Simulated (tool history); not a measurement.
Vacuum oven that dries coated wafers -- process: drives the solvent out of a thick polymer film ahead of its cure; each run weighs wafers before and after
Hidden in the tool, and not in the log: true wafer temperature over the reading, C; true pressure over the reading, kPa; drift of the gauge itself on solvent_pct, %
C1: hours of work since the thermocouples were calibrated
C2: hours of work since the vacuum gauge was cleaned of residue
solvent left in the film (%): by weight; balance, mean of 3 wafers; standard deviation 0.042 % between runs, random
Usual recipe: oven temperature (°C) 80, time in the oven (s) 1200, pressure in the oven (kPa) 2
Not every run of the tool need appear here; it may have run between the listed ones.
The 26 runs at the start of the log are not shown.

{"hour": 2063.1, "done": "oven's thermocouples calibrated"}
{"run": 27, "hour": 2076.7, "oven temperature (°C)": 65, "time in the oven (s)": 1440, "pressure in the oven (kPa)": 1.05, "C1": 9, "C2": 301, "solvent left in the film (%)": 7.58}
{"run": 28, "hour": 2161.1, "oven temperature (°C)": 72, "time in the oven (s)": 1440, "pressure in the oven (kPa)": 3.48, "C1": 64, "C2": 356, "solvent left in the film (%)": 5.74}
{"run": 29, "hour": 2246.2, "oven temperature (°C)": 72, "time in the oven (s)": 1440, "pressure in the oven (kPa)": 3.48, "C1": 120, "C2": 412, "solvent left in the film (%)": 5.69}
{"run": 30, "hour": 2304.2, "oven temperature (°C)": 87, "time in the oven (s)": 1200, "pressure in the oven (kPa)": 5.6, "C1": 158, "C2": 450, "solvent left in the film (%)": 2.26}
{"run": 31, "hour": 2396.3, "oven temperature (°C)": 88, "time in the oven (s)": 1800, "pressure in the oven (kPa)": 2.88, "C1": 218, "C2": 510, "solvent left in the film (%)": 0.91}
{"run": 32, "hour": 2483.8, "oven temperature (°C)": 88, "time in the oven (s)": 1800, "pressure in the oven (kPa)": 2.88, "C1": 275, "C2": 568, "solvent left in the film (%)": 0.94}
{"run": 33, "hour": 2599.0, "oven temperature (°C)": 88, "time in the oven (s)": 1800, "pressure in the oven (kPa)": 2.88, "C1": 351, "C2": 643, "solvent left in the film (%)": 0.88}
{"run": 34, "hour": 2651.5, "oven temperature (°C)": 93, "time in the oven (s)": 660, "pressure in the oven (kPa)": 2.88, "C1": 385, "C2": 677, "solvent left in the film (%)": 1.94}
{"run": 35, "hour": 2754.7, "oven temperature (°C)": 75, "time in the oven (s)": 660, "pressure in the oven (kPa)": 2.88, "C1": 453, "C2": 745, "solvent left in the film (%)": 7.58}
{"run": 36, "hour": 2851.8, "oven temperature (°C)": 67, "time in the oven (s)": 780, "pressure in the oven (kPa)": 2.88, "C1": 516, "C2": 808, "solvent left in the film (%)": 9.59}
{"run": 37, "hour": 2949.9, "oven temperature (°C)": 74, "time in the oven (s)": 720, "pressure in the oven (kPa)": 2, "C1": 580, "C2": 873, "solvent left in the film (%)": 7.37}
{"run": 38, "hour": 3005.1, "oven temperature (°C)": 65, "time in the oven (s)": 1080, "pressure in the oven (kPa)": 2, "C1": 616, "C2": 909, "solvent left in the film (%)": 8.79}
{"run": 39, "hour": 3059.3, "oven temperature (°C)": 67, "time in the oven (s)": 1680, "pressure in the oven (kPa)": 2.55, "C1": 652, "C2": 944, "solvent left in the film (%)": 6.31}

3 ways to go on from here, each from the tool as it stands after run 39. What would each give?
{"run": "A", "hour": 3112.3, "oven temperature (°C)": 66, "time in the oven (s)": 1020, "pressure in the oven (kPa)": 2, "C1": 687, "C2": 979, "solvent left in the film (%)": "?"}
{"run": "B", "hour": 3112.3, "oven temperature (°C)": 74, "time in the oven (s)": 1800, "pressure in the oven (kPa)": 1.97, "C1": 687, "C2": 979, "solvent left in the film (%)": "?"}
{"run": "C", "hour": 3112.3, "oven temperature (°C)": 82, "time in the oven (s)": 600, "pressure in the oven (kPa)": 7.9, "C1": 687, "C2": 979, "solvent left in the film (%)": "?"}

run=A solvent_left_in_the_film_(%)=8.59
run=B solvent_left_in_the_film_(%)=3.33
run=C solvent_left_in_the_film_(%)=6.71
The same runs, with their run-to-run variation unchanged, on a tool lacking any hidden condition would have given:
run=A solvent_left_in_the_film_(%)=8.75
run=B solvent_left_in_the_film_(%)=3.48
run=C solvent_left_in_the_film_(%)=6.9
